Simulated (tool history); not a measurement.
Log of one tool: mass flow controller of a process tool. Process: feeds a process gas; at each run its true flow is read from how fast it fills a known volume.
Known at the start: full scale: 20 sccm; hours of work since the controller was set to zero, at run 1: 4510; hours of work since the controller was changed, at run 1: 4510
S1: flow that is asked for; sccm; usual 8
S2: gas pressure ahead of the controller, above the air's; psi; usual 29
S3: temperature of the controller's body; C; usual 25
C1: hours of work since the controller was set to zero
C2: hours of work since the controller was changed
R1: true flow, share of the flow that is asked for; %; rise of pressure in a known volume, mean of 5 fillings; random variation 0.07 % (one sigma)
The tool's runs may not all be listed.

{"run": 1, "day": 0.0, "S1": 8, "S2": 29, "S3": 25, "C1": 4510, "C2": 4510, "R1": 95.73}
{"run": 2, "day": 6.883, "S1": 8, "S2": 29, "S3": 25, "C1": 4601, "C2": 4601, "R1": 95.62}
{"run": 3, "day": 14.079, "S1": 15, "S2": 29, "S3": 25, "C1": 4696, "C2": 4696, "R1": 96.78}
{"run": 4, "day": 22.979, "S1": 15, "S2": 29, "S3": 25, "C1": 4814, "C2": 4814, "R1": 96.64}
{"run": 5, "day": 31.762, "S1": 8, "S2": 29, "S3": 25, "C1": 4930, "C2": 4930, "R1": 95.36}
{"run": 6, "day": 39.958, "S1": 2, "S2": 29, "S3": 25, "C1": 5039, "C2": 5039, "R1": 91.71}
{"run": 7, "day": 46.225, "S1": 2, "S2": 29, "S3": 25, "C1": 5122, "C2": 5122, "R1": 91.65}
{"run": 8, "day": 54.888, "S1": 8, "S2": 29, "S3": 25, "C1": 5236, "C2": 5236, "R1": 95.27}
{"run": 9, "day": 61.662, "S1": 8, "S2": 29, "S3": 29, "C1": 5326, "C2": 5326, "R1": 95.44}
{"run": 10, "day": 67.417, "S1": 8, "S2": 29, "S3": 29, "C1": 5402, "C2": 5402, "R1": 95.46}
{"run": 11, "day": 73.308, "S1": 8, "S2": 29, "S3": 29, "C1": 5480, "C2": 5480, "R1": 95.36}
{"run": 12, "day": 79.467, "S1": 8, "S2": 29, "S3": 29, "C1": 5562, "C2": 5562, "R1": 95.39}
{"run": 13, "day": 87.808, "S1": 8, "S2": 29, "S3": 29, "C1": 5672, "C2": 5672, "R1": 95.18}
{"run": 14, "day": 93.125, "S1": 8, "S2": 29, "S3": 30, "C1": 5742, "C2": 5742, "R1": 95.35}
{"run": 15, "day": 99.233, "S1": 8, "S2": 29, "S3": 30, "C1": 5823, "C2": 5823, "R1": 95.37}
{"run": 16, "day": 107.517, "S1": 8, "S2": 35.4, "S3": 30, "C1": 5933, "C2": 5933, "R1": 95.03}
{"run": 17, "day": 111.783, "S1": 8, "S2": 29, "S3": 25, "C1": 5989, "C2": 5989, "R1": 94.59}
{"run": 18, "day": 117.688, "S1": 8, "S2": 29, "S3": 25, "C1": 6067, "C2": 6067, "R1": 94.67}
{"run": 19, "day": 126.333, "S1": 8, "S2": 29, "S3": 25, "C1": 6182, "C2": 6182, "R1": 94.55}
{"run": 20, "day": 131.758, "S1": 8, "S2": 32.1, "S3": 25, "C1": 6254, "C2": 6254, "R1": 94.61}
{"run": 21, "day": 136.4, "S1": 8, "S2": 32.1, "S3": 25, "C1": 6315, "C2": 6315, "R1": 94.45}
{"run": 22, "day": 142.796, "S1": 8, "S2": 32.1, "S3": 25, "C1": 6400, "C2": 6400, "R1": 94.34}
{"run": 23, "day": 146.796, "S1": 8, "S2": 25.8, "S3": 25, "C1": 6452, "C2": 6452, "R1": 94.41}
{"run": 24, "day": 153.304, "S1": 8, "S2": 23.4, "S3": 25, "C1": 6539, "C2": 6539, "R1": 94.37}
{"run": 25, "day": 160.017, "S1": 8, "S2": 23.4, "S3": 25, "C1": 6627, "C2": 6627, "R1": 94.46}
{"run": 26, "day": 166.225, "S1": 15, "S2": 21.3, "S3": 28, "C1": 6710, "C2": 6710, "R1": 96.01}

The next listed run, before its measurement:
{"run": 27, "day": 175.142, "S1": 8, "S2": 29, "S3": 26, "C1": 6828, "C2": 6828, "R1": "?"}

R1: 94.36 %
Without the tool's hidden state the same run would have given R1 98.8 %.
